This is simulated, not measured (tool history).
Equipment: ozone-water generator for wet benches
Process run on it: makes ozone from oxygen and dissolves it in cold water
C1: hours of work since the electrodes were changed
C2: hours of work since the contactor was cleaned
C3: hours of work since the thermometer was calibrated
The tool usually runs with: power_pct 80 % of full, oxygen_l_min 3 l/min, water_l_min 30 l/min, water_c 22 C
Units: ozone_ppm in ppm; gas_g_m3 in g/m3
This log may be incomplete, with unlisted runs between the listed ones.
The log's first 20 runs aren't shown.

{"run": 21, "hour": 1159.1, "power_pct": 80, "oxygen_l_min": 2.99, "water_l_min": 30, "water_c": 17, "C1": 1886, "C2": 4531, "C3": 213, "ozone_ppm": 11.2, "gas_g_m3": 187.8}
{"run": 22, "hour": 1215.2, "power_pct": 80, "oxygen_l_min": 2.99, "water_l_min": 30, "water_c": 17, "C1": 1930, "C2": 4575, "C3": 257, "ozone_ppm": 11.1, "gas_g_m3": 186.9}
{"run": 23, "hour": 1270.4, "power_pct": 80, "oxygen_l_min": 2.99, "water_l_min": 30, "water_c": 17, "C1": 1974, "C2": 4619, "C3": 301, "ozone_ppm": 11.2, "gas_g_m3": 185}
{"hour": 1309.0, "done": "water thermometer calibrated, once more"}
{"run": 24, "hour": 1344.8, "power_pct": 80, "oxygen_l_min": 2.99, "water_l_min": 30, "water_c": 17, "C1": 2032, "C2": 4677, "C3": 28, "ozone_ppm": 11.2, "gas_g_m3": 185.3}
{"run": 25, "hour": 1380.5, "power_pct": 80, "oxygen_l_min": 3, "water_l_min": 46, "water_c": 24, "C1": 2060, "C2": 4705, "C3": 56, "ozone_ppm": 7, "gas_g_m3": 186.5}
{"run": 26, "hour": 1415.8, "power_pct": 80, "oxygen_l_min": 2.47, "water_l_min": 24, "water_c": 24, "C1": 2088, "C2": 4733, "C3": 84, "ozone_ppm": 12.4, "gas_g_m3": 206.8}
{"run": 27, "hour": 1451.4, "power_pct": 80, "oxygen_l_min": 2.47, "water_l_min": 25, "water_c": 24, "C1": 2116, "C2": 4761, "C3": 112, "ozone_ppm": 12.1, "gas_g_m3": 204.1}
{"run": 28, "hour": 1533.7, "power_pct": 72, "oxygen_l_min": 3, "water_l_min": 30, "water_c": 23, "C1": 2181, "C2": 4826, "C3": 177, "ozone_ppm": 10.1, "gas_g_m3": 177.5}
{"run": 29, "hour": 1602.3, "power_pct": 93, "oxygen_l_min": 3, "water_l_min": 18, "water_c": 27, "C1": 2235, "C2": 4880, "C3": 231, "ozone_ppm": 17, "gas_g_m3": 198.8}
{"run": 30, "hour": 1670.5, "power_pct": 85, "oxygen_l_min": 4.43, "water_l_min": 46, "water_c": 26, "C1": 2289, "C2": 4934, "C3": 285, "ozone_ppm": 7.5, "gas_g_m3": 152.7}
{"run": 31, "hour": 1712.5, "power_pct": 85, "oxygen_l_min": 4.43, "water_l_min": 46, "water_c": 26, "C1": 2322, "C2": 4967, "C3": 318, "ozone_ppm": 7.6, "gas_g_m3": 153.4}
{"run": 32, "hour": 1771.8, "power_pct": 85, "oxygen_l_min": 2.88, "water_l_min": 40, "water_c": 23, "C1": 2368, "C2": 5014, "C3": 365, "ozone_ppm": 8.3, "gas_g_m3": 194.2}

Forecast each of these 3 alternatives for the next run:
{"run": "A", "hour": 1843.4, "power_pct": 42, "oxygen_l_min": 3.53, "water_l_min": 40, "water_c": 30, "C1": 2425, "C2": 5070, "C3": 421, "ozone_ppm": "?", "gas_g_m3": "?"}
{"run": "B", "hour": 1843.4, "power_pct": 85, "oxygen_l_min": 2.88, "water_l_min": 36, "water_c": 23, "C1": 2425, "C2": 5070, "C3": 421, "ozone_ppm": "?", "gas_g_m3": "?"}
{"run": "C", "hour": 1843.4, "power_pct": 80, "oxygen_l_min": 4.65, "water_l_min": 45, "water_c": 22, "C1": 2425, "C2": 5070, "C3": 421, "ozone_ppm": "?", "gas_g_m3": "?"}

run=A ozone_ppm=5.7 gas_g_m3=123.9
run=B ozone_ppm=9 gas_g_m3=195.7
run=C ozone_ppm=7.7 gas_g_m3=146.5
The same runs, with their run-to-run variation unchanged, on a tool lacking any hidden condition would have given:
run=A ozone_ppm=6.2 gas_g_m3=128.5
run=B ozone_ppm=10 gas_g_m3=206.4
run=C ozone_ppm=8.6 gas_g_m3=154.3
